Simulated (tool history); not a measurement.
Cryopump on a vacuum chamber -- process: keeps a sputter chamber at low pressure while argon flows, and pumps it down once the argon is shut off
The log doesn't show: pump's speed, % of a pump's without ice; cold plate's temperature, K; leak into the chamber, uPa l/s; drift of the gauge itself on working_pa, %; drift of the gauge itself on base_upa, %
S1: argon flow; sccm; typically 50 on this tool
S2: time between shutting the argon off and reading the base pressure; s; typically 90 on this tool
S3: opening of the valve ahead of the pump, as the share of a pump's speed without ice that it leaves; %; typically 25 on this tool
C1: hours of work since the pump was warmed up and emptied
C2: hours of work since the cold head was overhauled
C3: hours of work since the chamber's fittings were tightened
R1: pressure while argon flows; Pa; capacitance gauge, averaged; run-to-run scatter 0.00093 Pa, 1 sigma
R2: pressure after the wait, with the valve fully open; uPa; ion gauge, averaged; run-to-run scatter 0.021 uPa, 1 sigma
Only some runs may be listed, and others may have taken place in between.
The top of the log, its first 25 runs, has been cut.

run,hour,S1,S2,S3,C1,C2,C3,R1,R2
26,409.9,49,90,25,253,253,753,0.1949,1.36
27,431.8,57,166,25,263,263,763,0.2297,1.29
28,447.5,70,75,26,270,270,770,0.2708,1.46
29,464.7,43,57,45,278,278,778,0.0968,1.52
30,475.5,50,90,17,283,283,783,0.2964,1.37
31,489.6,67,111,24,290,290,790,0.2811,1.27
32,499,50,107,25,294,294,794,0.2008,1.39
33,515.1,50,59,30,302,302,802,0.1675,1.57
34,531.9,50,59,30,309,309,809,0.1687,1.55

Alternative continuations, all from the tool just after run 34; predict every row:
A,552.4,50,112,25,319,319,819,?,?
B,552.4,49,243,24,319,319,819,?,?
C,552.4,50,172,30,319,319,819,?,?
D,552.4,21,48,15,319,319,819,?,?

run,R1,R2
A,0.2003,1.37
B,0.2056,1.25
C,0.1693,1.25
D,0.1391,1.67
With no hidden state in the tool, these same runs would have given:
run,R1,R2
A,0.1951,0.44
B,0.2004,0.31
C,0.164,0.31
D,0.1369,0.75
